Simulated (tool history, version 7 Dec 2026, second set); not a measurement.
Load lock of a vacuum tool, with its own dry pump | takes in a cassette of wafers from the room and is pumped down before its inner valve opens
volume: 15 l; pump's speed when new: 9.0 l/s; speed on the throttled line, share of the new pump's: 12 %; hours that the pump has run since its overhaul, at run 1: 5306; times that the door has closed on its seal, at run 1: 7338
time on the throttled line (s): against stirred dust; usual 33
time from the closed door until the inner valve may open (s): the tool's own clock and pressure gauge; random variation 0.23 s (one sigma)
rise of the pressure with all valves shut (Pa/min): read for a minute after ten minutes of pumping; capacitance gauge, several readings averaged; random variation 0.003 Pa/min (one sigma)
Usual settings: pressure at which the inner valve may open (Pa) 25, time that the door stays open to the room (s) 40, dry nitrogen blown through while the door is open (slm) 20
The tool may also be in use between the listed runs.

run	hour	time on the throttled line (s)	pressure at which the inner valve may open (Pa)	time that the door stays open to the room (s)	dry nitrogen blown through while the door is open (slm)	hours that the pump has run since its overhaul	times that the door has closed on its seal	incoming humidity of the room's air, %	time from the closed door until the inner valve may open (s)	rise of the pressure with all valves shut (Pa/min)
1	0	33	25	40	20	5306	7338	42.6	43.1	0.047
2	155.1	33	25	40	20	5461	7873	44	43.7	0.049
3	225.1	33	25	40	20	5531	8115	45.8	43.5	0.048
4	346.5	33	25	40	20	5653	8534	44.6	43.8	0.055
5	479	33	25	40	20	5785	8992	44.5	43.9	0.053
6	633.9	33	25	40	20	5940	9527	47.3	43.7	0.06
7	731	33	25	40	20	6037	9863	44.8	43.6	0.055
8	892.9	33	25	40	20	6199	10422	44.4	43.8	0.057
9	1011	33	25	170	20	6317	10830	46.3	43.3	0.092
10	1082.2	33	25	170	20	6388	11076	45.9	43.8	0.099
11	1239	33	25	170	20	6545	11617	45.2	43.6	0.1
12	1376	33	25	170	20	6682	12090	44.2	43.7	0.093
13	1541.7	33	25	170	20	6848	12663	43.7	43.4	0.103
14	1611.8	33	25	40	7	6918	12905	48.1	44	0.071
15	1699.8	33	47	40	7	7006	13209	45.1	42.6	0.074
16	1801.6	33	25	40	20	7108	13561	42.6	43.8	0.069
17	1889.7	17	25	40	20	7196	13865	45.3	29.9	0.068
18	2004.7	17	25	40	20	7311	14262	43.5	30	0.071
19	2090.3	33	23	40	20	7397	14558	48	44.1	0.075
20	2195.3	26	32	38	32	7502	14921	44.2	37.6	0.075
21	2339.8	53	33	36	4	7646	15420	44	60.8	0.083
22	2451	57	33	65	4	7757	15804	45.6	64	0.097
23	2600.1	33	25	171	20	7906	16319	44.3	44.3	0.111
24	2682.8	33	25	171	20	7989	16604	44	44.2	0.118
25	2785	33	25	171	5	8091	16957	46.2	44	0.145
26	2932.2	33	25	213	15	8238	17466	47	43.9	0.141
27	3005.9	33	20	213	5	8312	17721	44.7	44.1	0.155
28	3074.5	33	20	213	5	8381	17957	45.5	44.6	0.163
29	3234.4	60	40	40	8	8541	18510	45.2	67	0.096
30	3327.5	60	49	40	13	8634	18831	45.3	66.4	0.101
31	3448.1	60	49	40	13	8754	19248	46.3	66.1	0.093
32	3516.4	23	49	40	19	8823	19484	45.5	34.3	0.092
33	3655.7	43	28	40	27	8962	19965	45	52.3	0.094
34	3798.4	43	28	40	27	9105	20458	47.8	52.4	0.096
35	3927	43	28	40	27	9233	20902	44.8	52.3	0.105
36	4005.9	43	28	82	27	9312	21175	46.6	52.7	0.112

4 ways to go on from here, each from the tool as it stands after run 36. What would each give?
A	4166.2	28	41	117	20	9472	21728	41.2	?	?
B	4166.2	43	22	95	27	9472	21728	45.3	?	?
C	4166.2	43	23	82	5	9472	21728	46.2	?	?
D	4166.2	43	28	45	27	9472	21728	45.6	?	?

run	time from the closed door until the inner valve may open (s)	rise of the pressure with all valves shut (Pa/min)
A	38.9	0.123
B	53.3	0.12
C	53.3	0.125
D	52.8	0.106
Without the tool's hidden state the same runs would have given:
run	time from the closed door until the inner valve may open (s)	rise of the pressure with all valves shut (Pa/min)
A	37.6	0.044
B	52	0.041
C	52	0.048
D	51.7	0.029
